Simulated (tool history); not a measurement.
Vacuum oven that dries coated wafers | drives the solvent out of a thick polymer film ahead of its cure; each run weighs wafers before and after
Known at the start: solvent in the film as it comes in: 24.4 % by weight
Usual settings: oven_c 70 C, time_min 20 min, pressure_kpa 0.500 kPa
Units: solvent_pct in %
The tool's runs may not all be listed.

| run | hour | oven_c | time_min | pressure_kpa | solvent_pct |
|---|---|---|---|---|---|
| 1 | 0.0 | 70 | 20 | 0.500 | 0.78 |
| 2 | 19.7 | 70 | 20 | 0.500 | 0.80 |
| 3 | 35.5 | 70 | 20 | 0.500 | 0.79 |
| 4 | 51.8 | 70 | 20 | 0.500 | 0.79 |
| 5 | 72.1 | 70 | 19 | 0.500 | 0.92 |
| 6 | 89.5 | 70 | 19 | 0.500 | 0.89 |
| 7 | 101.6 | 70 | 20 | 0.500 | 0.76 |
| 8 | 124.5 | 70 | 20 | 0.500 | 0.77 |
| 9 | 137.3 | 70 | 20 | 0.500 | 0.77 |
| 10 | 158.1 | 55 | 20 | 0.500 | 5.75 |
| 11 | 175.2 | 55 | 20 | 0.500 | 5.78 |
| 12 | 191.3 | 55 | 20 | 0.500 | 5.74 |
| 13 | 209.5 | 70 | 20 | 0.387 | 0.76 |
|  | 212.1 | vacuum gauge cleaned of residue and calibrated |
| 14 | 230.8 | 70 | 36 | 0.387 | 0.17 |
| 15 | 247.7 | 70 | 20 | 0.500 | 0.77 |
| 16 | 257.3 | 70 | 20 | 0.500 | 0.76 |
| 17 | 279.1 | 70 | 20 | 0.500 | 0.79 |
| 18 | 295.2 | 70 | 36 | 0.500 | 0.17 |
| 19 | 313.2 | 70 | 36 | 0.500 | 0.23 |
|  | 328.6 | vacuum gauge cleaned of residue and calibrated, once more |
| 20 | 328.6 | 70 | 20 | 1.457 | 0.95 |
| 21 | 342.4 | 70 | 20 | 1.457 | 0.93 |
| 22 | 359.8 | 70 | 20 | 1.457 | 0.94 |
| 23 | 369.9 | 70 | 20 | 1.457 | 0.92 |
| 24 | 381.3 | 70 | 20 | 0.432 | 0.74 |
| 25 | 402.2 | 70 | 20 | 0.432 | 0.73 |
| 26 | 420.7 | 59 | 19 | 1.411 | 4.38 |
| 27 | 443.1 | 59 | 20 | 0.500 | 3.84 |
| 28 | 459.9 | 59 | 20 | 0.500 | 3.83 |
| 29 | 479.3 | 70 | 20 | 1.210 | 0.87 |
| 30 | 491.5 | 70 | 20 | 0.684 | 0.80 |
| 31 | 511.7 | 74 | 15 | 0.533 | 0.79 |
| 32 | 526.1 | 74 | 15 | 0.533 | 0.80 |
|  | 547.7 | oven's thermocouples calibrated |
| 33 | 549.1 | 69 | 15 | 0.354 | 2.36 |
| 34 | 572.5 | 69 | 15 | 0.354 | 2.35 |
| 35 | 591.9 | 67 | 30 | 0.323 | 0.51 |
| 36 | 602.0 | 57 | 20 | 0.500 | 5.55 |
| 37 | 620.1 | 70 | 20 | 0.589 | 1.09 |
| 38 | 632.0 | 70 | 20 | 0.589 | 1.01 |
| 39 | 646.0 | 61 | 13 | 0.500 | 6.62 |
| 40 | 667.4 | 69 | 13 | 1.840 | 3.40 |
| 41 | 682.4 | 69 | 33 | 1.548 | 0.55 |
| 42 | 702.4 | 60 | 11 | 0.335 | 8.28 |
| 43 | 712.2 | 61 | 20 | 0.496 | 3.72 |
| 44 | 726.5 | 55 | 23 | 0.330 | 5.43 |
| 45 | 740.5 | 57 | 10 | 0.445 | 10.45 |
| 46 | 751.3 | 70 | 15 | 1.197 | 2.18 |

Forecast each of these 4 alternatives for the next run:
| A | 774.0 | 70 | 20 | 1.197 | ? |
| B | 774.0 | 70 | 13 | 1.350 | ? |
| C | 774.0 | 82 | 15 | 0.418 | ? |
| D | 774.0 | 58 | 18 | 0.500 | ? |

| run | solvent_pct |
|---|---|
| A | 1.20 |
| B | 2.92 |
| C | 0.21 |
| D | 5.74 |
Without the tool's hidden state the same runs would have given:
| run | solvent_pct |
|---|---|
| A | 1.03 |
| B | 2.62 |
| C | 0.16 |
| D | 5.31 |
